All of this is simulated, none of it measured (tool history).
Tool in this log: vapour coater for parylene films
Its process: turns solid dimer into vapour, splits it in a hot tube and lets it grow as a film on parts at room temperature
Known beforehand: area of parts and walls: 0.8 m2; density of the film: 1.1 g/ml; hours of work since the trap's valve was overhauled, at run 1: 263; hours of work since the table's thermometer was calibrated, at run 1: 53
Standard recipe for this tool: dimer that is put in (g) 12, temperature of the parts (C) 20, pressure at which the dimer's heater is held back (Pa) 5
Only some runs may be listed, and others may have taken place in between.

run	hour	dimer that is put in (g)	temperature of the parts (C)	pressure at which the dimer's heater is held back (Pa)	hours of work since the trap's valve was overhauled	hours of work since the table's thermometer was calibrated	thickness of the film (nm)
1	0	12	20	5	263	53	9560
2	18.5	12	21	5	271	61	9140
3	52.7	12	21	5	285	75	9020
4	75.2	12	21	5	295	85	8950
5	102.2	6	21	5	306	96	4470
6	124.9	9	21	5	316	106	6800
# hour 144.8: trap's valve overhauled
7	159	9	27	5	6	118	5720
8	181.2	9	27	5	15	128	5570
9	212	7	21	3.94	28	141	5580
10	244.8	7	21	3.94	42	154	5560
11	261.5	6	24	5	49	161	4230
12	279.5	6	19	3.39	57	169	5190
13	299.2	22	19	2.87	65	177	19450
14	316.7	14	14	4.57	72	185	14300

Each row is a separate what-if for the run after 14, all from the same tool condition, not one after another. Results?
A	339.4	12	18	5	82	194	?
B	339.4	11	27	5.5	82	194	?
C	339.4	11	21	10.72	82	194	?
D	339.4	8	14	2.01	82	194	?

run	thickness of the film (nm)
A	10400
B	6820
C	8240
D	8530
With no hidden state in the tool, these same runs would have given:
run	thickness of the film (nm)
A	10640
B	6980
C	8430
D	8730
